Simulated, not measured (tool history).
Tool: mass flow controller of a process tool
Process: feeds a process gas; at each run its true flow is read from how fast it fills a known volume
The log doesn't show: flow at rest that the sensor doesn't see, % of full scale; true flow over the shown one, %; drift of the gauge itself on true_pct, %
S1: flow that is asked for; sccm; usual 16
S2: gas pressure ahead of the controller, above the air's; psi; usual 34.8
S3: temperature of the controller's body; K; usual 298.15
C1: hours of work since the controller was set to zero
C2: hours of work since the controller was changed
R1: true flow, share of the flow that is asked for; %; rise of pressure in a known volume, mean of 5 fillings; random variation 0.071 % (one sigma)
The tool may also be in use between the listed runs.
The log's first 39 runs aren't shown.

run	hour	S1	S2	S3	C1	C2	R1
40	6812.2	2	37.3	300.15	1767	6687	99.72
41	6971.0	18	28.6	300.15	1887	6808	100.06
42	7208.4	18	28.6	300.15	2067	6988	99.92
43	7407.0	18	28.6	300.15	2218	7138	100.10
44	7657.8	18	37.9	311.15	2408	7328	101.21
45	7816.1	2	31.9	294.15	2528	7448	98.97
46	7987.8	6	36.0	309.15	2658	7579	100.54
47	8124.4	10	34.8	299.15	2762	7682	99.91
48	8363.5	19	34.8	298.15	2943	7863	100.25

Forecast each of these 4 alternatives for the next run:
A	8603.9	7	27.3	303.15	3125	8046	?
B	8603.9	4	21.5	301.15	3125	8046	?
C	8603.9	20	37.0	306.15	3125	8046	?
D	8603.9	16	25.7	298.15	3125	8046	?

run	R1
A	99.60
B	99.02
C	100.98
D	99.64
Without the tool's hidden state the same runs would have given:
run	R1
A	99.59
B	99.01
C	100.97
D	99.63
